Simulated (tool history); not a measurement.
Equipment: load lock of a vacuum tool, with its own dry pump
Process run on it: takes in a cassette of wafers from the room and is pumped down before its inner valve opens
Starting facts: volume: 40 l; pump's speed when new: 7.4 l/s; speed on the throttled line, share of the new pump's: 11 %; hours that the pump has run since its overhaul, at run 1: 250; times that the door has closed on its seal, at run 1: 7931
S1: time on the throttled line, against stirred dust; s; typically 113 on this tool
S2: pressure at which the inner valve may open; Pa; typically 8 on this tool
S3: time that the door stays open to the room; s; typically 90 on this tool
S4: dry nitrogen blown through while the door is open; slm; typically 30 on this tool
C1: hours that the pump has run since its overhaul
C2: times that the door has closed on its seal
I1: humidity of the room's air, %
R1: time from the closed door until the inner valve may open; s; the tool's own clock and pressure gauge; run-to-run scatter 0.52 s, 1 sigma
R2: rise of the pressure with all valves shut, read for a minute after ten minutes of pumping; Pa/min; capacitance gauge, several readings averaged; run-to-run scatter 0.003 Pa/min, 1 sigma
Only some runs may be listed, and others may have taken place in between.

| run | hour | S1 | S2 | S3 | S4 | C1 | C2 | I1 | R1 | R2 |
|---|---|---|---|---|---|---|---|---|---|---|
| 1 | 0.0 | 113 | 8 | 90 | 30 | 250 | 7931 | 45.5 | 151.9 | 0.064 |
| 2 | 565.2 | 113 | 8 | 90 | 30 | 815 | 9766 | 43.9 | 152.5 | 0.073 |
| 3 | 925.0 | 113 | 13 | 90 | 30 | 1175 | 10935 | 45.9 | 150.3 | 0.081 |
| 4 | 1425.6 | 113 | 8 | 90 | 30 | 1675 | 12561 | 45.8 | 153.3 | 0.088 |
| 5 | 1795.0 | 113 | 8 | 90 | 15 | 2045 | 13760 | 43.2 | 153.1 | 0.107 |
| 6 | 2075.1 | 113 | 8 | 90 | 30 | 2325 | 14670 | 48.8 | 154.1 | 0.098 |
| 7 | 2564.3 | 84 | 8 | 90 | 30 | 2814 | 16259 | 43.2 | 127.7 | 0.107 |
| 8 | 2939.8 | 84 | 8 | 90 | 30 | 3189 | 17478 | 48.2 | 128.0 | 0.121 |

Run 9 has not been measured yet. What should we expect?
| 9 | 3429.0 | 116 | 11 | 48 | 40 | 3679 | 19067 | 47.1 | ? | ? |

{"run 9": {"R1": 155.0, "R2": 0.117}}
With no hidden state in the tool, this same run would have given R1 152.9 s, R2 0.025 Pa/min.
